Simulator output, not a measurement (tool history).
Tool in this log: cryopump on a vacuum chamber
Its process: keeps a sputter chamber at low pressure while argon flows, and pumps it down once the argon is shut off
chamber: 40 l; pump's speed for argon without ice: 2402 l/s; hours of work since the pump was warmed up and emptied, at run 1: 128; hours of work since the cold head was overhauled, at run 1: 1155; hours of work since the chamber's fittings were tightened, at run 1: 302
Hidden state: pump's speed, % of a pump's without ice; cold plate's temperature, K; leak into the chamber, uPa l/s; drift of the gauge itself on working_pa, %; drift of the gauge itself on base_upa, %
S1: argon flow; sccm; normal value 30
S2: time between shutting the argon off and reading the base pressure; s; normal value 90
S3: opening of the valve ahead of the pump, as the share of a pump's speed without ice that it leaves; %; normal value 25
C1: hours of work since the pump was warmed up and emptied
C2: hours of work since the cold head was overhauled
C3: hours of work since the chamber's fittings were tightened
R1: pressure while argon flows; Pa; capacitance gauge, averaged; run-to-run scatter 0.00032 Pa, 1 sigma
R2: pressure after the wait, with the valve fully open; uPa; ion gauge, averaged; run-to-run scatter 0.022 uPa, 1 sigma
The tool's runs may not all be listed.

run 1 hour=0.0 | S1=30 S2=90 S3=25 | C1=128 C2=1155 C3=302 | R1=0.0851 R2=0.66
run 2 hour=56.0 | S1=12 S2=90 S3=25 | C1=157 C2=1184 C3=331 | R1=0.0343 R2=0.63
run 3 hour=117.3 | S1=12 S2=90 S3=25 | C1=188 C2=1216 C3=363 | R1=0.0345 R2=0.64
run 4 hour=178.4 | S1=12 S2=90 S3=25 | C1=220 C2=1247 C3=394 | R1=0.0345 R2=0.65
run 5 hour=211.9 | S1=19 S2=90 S3=25 | C1=237 C2=1265 C3=412 | R1=0.0543 R2=0.70
run 6 hour=245.1 | S1=19 S2=90 S3=25 | C1=254 C2=1282 C3=429 | R1=0.0548 R2=0.68
run 7 hour=290.3 | S1=19 S2=90 S3=25 | C1=277 C2=1305 C3=452 | R1=0.0546 R2=0.71
run 8 hour=343.3 | S1=19 S2=90 S3=25 | C1=305 C2=1332 C3=479 | R1=0.0551 R2=0.71
run 9 hour=400.6 | S1=30 S2=90 S3=25 | C1=334 C2=1362 C3=509 | R1=0.0873 R2=0.66
run 10 hour=436.3 | S1=30 S2=90 S3=25 | C1=352 C2=1380 C3=527 | R1=0.0866 R2=0.72
run 11 hour=491.7 | S1=30 S2=90 S3=25 | C1=381 C2=1409 C3=556 | R1=0.0870 R2=0.74
run 12 hour=539.1 | S1=30 S2=90 S3=25 | C1=405 C2=1433 C3=580 | R1=0.0872 R2=0.74
run 13 hour=591.7 | S1=30 S2=90 S3=17 | C1=432 C2=1460 C3=607 | R1=0.1277 R2=0.75
run 14 hour=634.6 | S1=30 S2=38 S3=17 | C1=455 C2=1482 C3=629 | R1=0.1268 R2=1.30
run 15 hour=661.4 | S1=30 S2=149 S3=25 | C1=468 C2=1496 C3=643 | R1=0.0877 R2=0.61
run 16 hour=709.6 | S1=30 S2=90 S3=25 | C1=493 C2=1521 C3=668 | R1=0.0880 R2=0.79
-- hour=720.4 pump warmed up, emptied and cooled again
run 17 hour=773.0 | S1=30 S2=90 S3=25 | C1=27 C2=1551 C3=698 | R1=0.0846 R2=0.74
run 18 hour=828.2 | S1=30 S2=99 S3=25 | C1=56 C2=1579 C3=727 | R1=0.0845 R2=0.69
run 19 hour=888.9 | S1=30 S2=99 S3=25 | C1=87 C2=1611 C3=758 | R1=0.0849 R2=0.70
run 20 hour=932.1 | S1=30 S2=99 S3=44 | C1=109 C2=1633 C3=780 | R1=0.0488 R2=0.72
run 21 hour=964.3 | S1=14 S2=85 S3=25 | C1=126 C2=1650 C3=797 | R1=0.0394 R2=0.83
run 22 hour=1000.6 | S1=14 S2=48 S3=16 | C1=144 C2=1668 C3=815 | R1=0.0618 R2=1.18
run 23 hour=1032.2 | S1=18 S2=88 S3=25 | C1=161 C2=1685 C3=832 | R1=0.0515 R2=0.82
run 24 hour=1080.2 | S1=18 S2=88 S3=25 | C1=185 C2=1709 C3=856 | R1=0.0514 R2=0.78
run 25 hour=1110.8 | S1=18 S2=88 S3=43 | C1=201 C2=1725 C3=872 | R1=0.0301 R2=0.79
run 26 hour=1146.5 | S1=39 S2=90 S3=25 | C1=220 C2=1743 C3=890 | R1=0.1123 R2=0.82
run 27 hour=1178.6 | S1=30 S2=90 S3=20 | C1=236 C2=1760 C3=907 | R1=0.1076 R2=0.79
run 28 hour=1218.7 | S1=12 S2=132 S3=32 | C1=257 C2=1781 C3=928 | R1=0.0278 R2=0.71
run 29 hour=1280.8 | S1=58 S2=90 S3=25 | C1=289 C2=1813 C3=960 | R1=0.1676 R2=0.82
run 30 hour=1324.9 | S1=58 S2=90 S3=25 | C1=311 C2=1835 C3=982 | R1=0.1681 R2=0.84
run 31 hour=1364.8 | S1=58 S2=90 S3=25 | C1=332 C2=1856 C3=1003 | R1=0.1683 R2=0.86
run 32 hour=1408.9 | S1=30 S2=98 S3=25 | C1=355 C2=1879 C3=1026 | R1=0.0874 R2=0.82
run 33 hour=1452.3 | S1=46 S2=47 S3=15 | C1=377 C2=1901 C3=1048 | R1=0.2204 R2=1.28
run 34 hour=1510.1 | S1=45 S2=63 S3=20 | C1=407 C2=1931 C3=1078 | R1=0.1629 R2=1.09
run 35 hour=1536.9 | S1=46 S2=63 S3=20 | C1=421 C2=1945 C3=1092 | R1=0.1663 R2=1.08

Below are 3 alternative next runs, each starting from the tool's condition after run 35. Predict each:
-- hour=1568.1 leaking fittings of the chamber tightened, without venting
run A hour=1592.9 | S1=33 S2=90 S3=25 | C1=448 C2=1972 C3=13 | R1=? R2=?
-- hour=1568.1 leaking fittings of the chamber tightened, without venting
run B hour=1592.9 | S1=29 S2=63 S3=20 | C1=448 C2=1972 C3=13 | R1=? R2=?
-- hour=1568.1 leaking fittings of the chamber tightened, without venting
run C hour=1592.9 | S1=57 S2=25 S3=18 | C1=448 C2=1972 C3=13 | R1=? R2=?

run=A R1=0.0967 R2=0.62
run=B R1=0.1059 R2=0.76
run=C R1=0.2290 R2=1.65
Had the tool no hidden state, the same runs would have come out as:
run=A R1=0.0929 R2=0.59
run=B R1=0.1024 R2=0.73
run=C R1=0.2223 R2=1.62

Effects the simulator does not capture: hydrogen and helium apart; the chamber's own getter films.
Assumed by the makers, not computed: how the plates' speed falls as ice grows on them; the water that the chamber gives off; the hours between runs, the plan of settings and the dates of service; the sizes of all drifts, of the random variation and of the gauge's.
